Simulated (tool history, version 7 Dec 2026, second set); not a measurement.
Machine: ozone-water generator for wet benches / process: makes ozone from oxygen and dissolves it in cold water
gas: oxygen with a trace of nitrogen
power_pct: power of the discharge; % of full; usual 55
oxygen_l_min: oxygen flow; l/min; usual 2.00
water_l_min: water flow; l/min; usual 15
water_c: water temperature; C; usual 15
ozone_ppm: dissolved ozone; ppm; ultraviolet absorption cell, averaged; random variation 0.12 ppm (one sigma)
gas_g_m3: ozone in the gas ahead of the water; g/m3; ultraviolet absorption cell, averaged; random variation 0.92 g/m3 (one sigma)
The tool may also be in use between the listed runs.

{"run": 1, "day": 0.0, "power_pct": 55, "oxygen_l_min": 2.0, "water_l_min": 15, "water_c": 15, "ozone_ppm": 11.1, "gas_g_m3": 154.4}
{"run": 2, "day": 2.179, "power_pct": 55, "oxygen_l_min": 2.0, "water_l_min": 15, "water_c": 15, "ozone_ppm": 11.1, "gas_g_m3": 154.5}
{"run": 3, "day": 3.888, "power_pct": 55, "oxygen_l_min": 2.0, "water_l_min": 19, "water_c": 15, "ozone_ppm": 8.3, "gas_g_m3": 154.9}
{"run": 4, "day": 5.367, "power_pct": 55, "oxygen_l_min": 2.0, "water_l_min": 15, "water_c": 15, "ozone_ppm": 11.1, "gas_g_m3": 156.3}
{"run": 5, "day": 7.4, "power_pct": 55, "oxygen_l_min": 1.13, "water_l_min": 15, "water_c": 15, "ozone_ppm": 9.7, "gas_g_m3": 210.3}
{"run": 6, "day": 8.492, "power_pct": 55, "oxygen_l_min": 1.13, "water_l_min": 15, "water_c": 15, "ozone_ppm": 9.6, "gas_g_m3": 207.1}
{"run": 7, "day": 11.104, "power_pct": 55, "oxygen_l_min": 1.13, "water_l_min": 15, "water_c": 15, "ozone_ppm": 9.5, "gas_g_m3": 208.7}
{"run": 8, "day": 12.546, "power_pct": 55, "oxygen_l_min": 1.48, "water_l_min": 15, "water_c": 15, "ozone_ppm": 10.3, "gas_g_m3": 179.6}
{"run": 9, "day": 14.646, "power_pct": 55, "oxygen_l_min": 1.28, "water_l_min": 15, "water_c": 15, "ozone_ppm": 9.8, "gas_g_m3": 195.4}
{"run": 10, "day": 15.992, "power_pct": 55, "oxygen_l_min": 1.28, "water_l_min": 15, "water_c": 15, "ozone_ppm": 9.9, "gas_g_m3": 195.1}
{"run": 11, "day": 17.896, "power_pct": 55, "oxygen_l_min": 1.28, "water_l_min": 15, "water_c": 15, "ozone_ppm": 9.9, "gas_g_m3": 196.1}
{"run": 12, "day": 20.279, "power_pct": 55, "oxygen_l_min": 1.28, "water_l_min": 15, "water_c": 15, "ozone_ppm": 10.0, "gas_g_m3": 193.7}
{"run": 13, "day": 22.558, "power_pct": 68, "oxygen_l_min": 2.0, "water_l_min": 15, "water_c": 15, "ozone_ppm": 13.5, "gas_g_m3": 188.7}
{"run": 14, "day": 24.179, "power_pct": 84, "oxygen_l_min": 2.0, "water_l_min": 15, "water_c": 15, "ozone_ppm": 16.3, "gas_g_m3": 228.0}
{"run": 15, "day": 25.454, "power_pct": 84, "oxygen_l_min": 2.0, "water_l_min": 15, "water_c": 15, "ozone_ppm": 16.3, "gas_g_m3": 225.9}
{"run": 16, "day": 27.617, "power_pct": 84, "oxygen_l_min": 2.0, "water_l_min": 15, "water_c": 21, "ozone_ppm": 15.8, "gas_g_m3": 229.0}
{"run": 17, "day": 29.783, "power_pct": 84, "oxygen_l_min": 2.0, "water_l_min": 15, "water_c": 21, "ozone_ppm": 15.2, "gas_g_m3": 226.8}
{"run": 18, "day": 31.554, "power_pct": 84, "oxygen_l_min": 2.0, "water_l_min": 15, "water_c": 21, "ozone_ppm": 15.5, "gas_g_m3": 226.2}
{"run": 19, "day": 34.096, "power_pct": 95, "oxygen_l_min": 1.71, "water_l_min": 15, "water_c": 21, "ozone_ppm": 17.0, "gas_g_m3": 277.7}
{"run": 20, "day": 35.375, "power_pct": 80, "oxygen_l_min": 3.09, "water_l_min": 19, "water_c": 15, "ozone_ppm": 13.2, "gas_g_m3": 170.2}
{"run": 21, "day": 36.867, "power_pct": 80, "oxygen_l_min": 3.09, "water_l_min": 19, "water_c": 15, "ozone_ppm": 12.9, "gas_g_m3": 171.7}
{"run": 22, "day": 39.446, "power_pct": 55, "oxygen_l_min": 2.32, "water_l_min": 15, "water_c": 15, "ozone_ppm": 11.1, "gas_g_m3": 141.5}
{"run": 23, "day": 41.029, "power_pct": 55, "oxygen_l_min": 2.32, "water_l_min": 15, "water_c": 15, "ozone_ppm": 11.3, "gas_g_m3": 140.1}
{"run": 24, "day": 42.312, "power_pct": 55, "oxygen_l_min": 2.32, "water_l_min": 15, "water_c": 13, "ozone_ppm": 11.3, "gas_g_m3": 141.1}
{"run": 25, "day": 43.854, "power_pct": 55, "oxygen_l_min": 2.32, "water_l_min": 15, "water_c": 13, "ozone_ppm": 11.6, "gas_g_m3": 139.9}
{"run": 26, "day": 46.179, "power_pct": 55, "oxygen_l_min": 2.32, "water_l_min": 15, "water_c": 13, "ozone_ppm": 11.7, "gas_g_m3": 138.8}
{"run": 27, "day": 48.725, "power_pct": 55, "oxygen_l_min": 2.32, "water_l_min": 15, "water_c": 13, "ozone_ppm": 11.5, "gas_g_m3": 142.6}
{"run": 28, "day": 49.946, "power_pct": 55, "oxygen_l_min": 1.94, "water_l_min": 10, "water_c": 18, "ozone_ppm": 15.8, "gas_g_m3": 153.9}
{"run": 29, "day": 52.633, "power_pct": 55, "oxygen_l_min": 1.94, "water_l_min": 10, "water_c": 18, "ozone_ppm": 16.1, "gas_g_m3": 155.2}
{"run": 30, "day": 53.958, "power_pct": 50, "oxygen_l_min": 2.27, "water_l_min": 23, "water_c": 7, "ozone_ppm": 6.6, "gas_g_m3": 128.7}
{"run": 31, "day": 55.525, "power_pct": 50, "oxygen_l_min": 2.27, "water_l_min": 23, "water_c": 7, "ozone_ppm": 6.8, "gas_g_m3": 130.2}
{"run": 32, "day": 56.792, "power_pct": 55, "oxygen_l_min": 2.67, "water_l_min": 15, "water_c": 15, "ozone_ppm": 11.6, "gas_g_m3": 130.7}

Each row is a separate what-if for the run after 32, all from the same tool condition, not one after another. Results?
{"run": "A", "day": 58.112, "power_pct": 62, "oxygen_l_min": 2.0, "water_l_min": 21, "water_c": 13, "ozone_ppm": "?", "gas_g_m3": "?"}
{"run": "B", "day": 58.112, "power_pct": 48, "oxygen_l_min": 2.0, "water_l_min": 13, "water_c": 13, "ozone_ppm": "?", "gas_g_m3": "?"}
{"run": "C", "day": 58.112, "power_pct": 55, "oxygen_l_min": 1.24, "water_l_min": 15, "water_c": 14, "ozone_ppm": "?", "gas_g_m3": "?"}

run=A ozone_ppm=8.5 gas_g_m3=170.6
run=B ozone_ppm=11.6 gas_g_m3=133.3
run=C ozone_ppm=10.0 gas_g_m3=193.5
Had the tool no hidden state, the same runs would have come out as:
run=A ozone_ppm=8.5 gas_g_m3=175.6
run=B ozone_ppm=11.6 gas_g_m3=137.1
run=C ozone_ppm=10.0 gas_g_m3=199.1

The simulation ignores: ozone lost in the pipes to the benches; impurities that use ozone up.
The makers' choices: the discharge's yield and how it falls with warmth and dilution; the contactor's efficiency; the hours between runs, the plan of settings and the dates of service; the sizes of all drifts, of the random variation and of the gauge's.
